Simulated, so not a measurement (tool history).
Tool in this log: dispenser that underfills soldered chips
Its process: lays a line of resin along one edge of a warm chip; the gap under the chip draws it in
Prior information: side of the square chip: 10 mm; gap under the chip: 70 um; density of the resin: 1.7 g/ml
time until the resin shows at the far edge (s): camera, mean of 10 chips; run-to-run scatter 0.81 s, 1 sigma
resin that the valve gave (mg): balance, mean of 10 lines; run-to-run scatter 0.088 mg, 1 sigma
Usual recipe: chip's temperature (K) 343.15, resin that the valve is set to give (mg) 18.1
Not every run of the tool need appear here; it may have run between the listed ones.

run,hour,chip's temperature (K),resin that the valve is set to give (mg),time until the resin shows at the far edge (s),resin that the valve gave (mg)
1,0,343.15,18.1,76.2,17.76
# hour 7.9: new syringe of resin
2,11.7,343.15,18.1,92.3,17.44
# hour 16.8: new syringe of resin
3,21.4,343.15,16.5,102.4,15.89
# hour 26.2: new syringe of resin
4,34.6,332.15,18.1,231.7,17.37
# hour 35.7: new syringe of resin
# hour 44.6: new syringe of resin
5,46.8,332.15,18.1,154.8,17.37
# hour 54.5: new syringe of resin
6,61.8,332.15,18.1,217.2,16.97
# hour 63.4: new syringe of resin
# hour 73.4: new syringe of resin
7,75,343.15,17.7,80.4,16.43
# hour 83.3: new syringe of resin
8,83.3,338.15,18.1,93,16.82
# hour 93.1: new syringe of resin
9,93.4,338.15,18.1,98.5,16.78
10,100.8,338.15,18.1,159.5,16.66
# hour 102.1: new syringe of resin
11,109.7,338.15,18.1,159.4,16.43
# hour 111.3: new syringe of resin
12,118.2,343.15,18.1,114.2,16.48
# hour 120.1: new syringe of resin
# hour 129.6: new syringe of resin
13,130.5,343.15,18.1,76.2,16.34
# hour 138.4: new syringe of resin
14,139.1,343.15,18.1,75.5,16.31
# hour 141.9: dispensing valve cleaned and set on the balance
# hour 149.7: new syringe of resin
15,149.8,343.15,18.1,71.5,18
16,157.5,343.15,18.1,119,17.92
# hour 159.1: new syringe of resin
# hour 168.2: new syringe of resin
17,174.6,343.15,18.1,106.2,17.71
# hour 177.3: new syringe of resin
# hour 186.7: new syringe of resin
18,188,357.15,15.7,38.2,15.3
# hour 196.8: new syringe of resin
19,203.2,357.15,16.1,54.1,15.63
# hour 207: new syringe of resin
20,211.1,347.15,20.4,74.6,19.78
# hour 216: new syringe of resin
# hour 225.1: new syringe of resin
21,226.4,347.15,20.4,62,19.56
# hour 235.1: new syringe of resin
# hour 244.6: new syringe of resin
22,244.6,348.15,15.6,56.6,14.58
# hour 253.8: new syringe of resin
23,262.2,348.15,15.6,96.2,14.63
# hour 263.6: new syringe of resin
# hour 272.8: new syringe of resin
24,279.1,338.15,19,140.1,17.63
# hour 282: new syringe of resin
# hour 292.1: new syringe of resin
25,294.5,338.15,19,107.9,17.47
# hour 301.2: new syringe of resin
26,307.7,353.15,21.8,63.3,19.85
# hour 310.3: new syringe of resin
# hour 319.6: new syringe of resin
# hour 326.8: dispensing valve cleaned and set on the balance
27,327,347.15,22.2,85,22.17
# hour 330.2: new syringe of resin
28,335.1,336.15,16.7,145.5,16.65
# hour 339.1: new syringe of resin
29,345.8,344.15,22.3,98.7,21.77
# hour 348.7: new syringe of resin
30,355.6,330.15,20.9,222.4,20.45
# hour 358.4: new syringe of resin
31,363.2,336.15,16.9,140.8,16.48
# hour 367.4: new syringe of resin
32,374.8,333.15,18.1,195.7,17.58
# hour 376.7: new syringe of resin
33,384.1,333.15,18.1,193.9,17.51

Pick out some run-to-run changes in time until the resin shows at the far edge (s). Of each, how much would a tool without hidden state show as well, from the settings, what came in and chance, and how much is left for the hidden state and any gauge scatter not in both results compared?
Hidden conditions of the tool in this case: resin's viscosity, % of fresh resin's; dose that the valve gives, % of what is set; true chip temperature over the reading, C; drift of the gauge itself on fill_s, %; drift of the gauge itself on given_mg, %.
Run 3 -> 4: chip's temperature (K) 343.15 -> 332.15, resin that the valve is set to give (mg) 16.5 -> 18.1, new syringe of resin. time until the resin shows at the far edge (s) +129.3: hidden state +66.3, all else +63.
Run 4 -> 5: new syringe of resin, new syringe of resin. time until the resin shows at the far edge (s) -76.9: hidden state -77.2, all else +0.3.
Run 6 -> 7: chip's temperature (K) 332.15 -> 343.15, resin that the valve is set to give (mg) 18.1 -> 17.7, new syringe of resin, new syringe of resin. time until the resin shows at the far edge (s) -136.8: hidden state -72.5, all else -64.3.
Run 29 -> 30: chip's temperature (K) 344.15 -> 330.15, resin that the valve is set to give (mg) 22.3 -> 20.9, new syringe of resin. time until the resin shows at the far edge (s) +123.7: hidden state +39.1, all else +84.6.
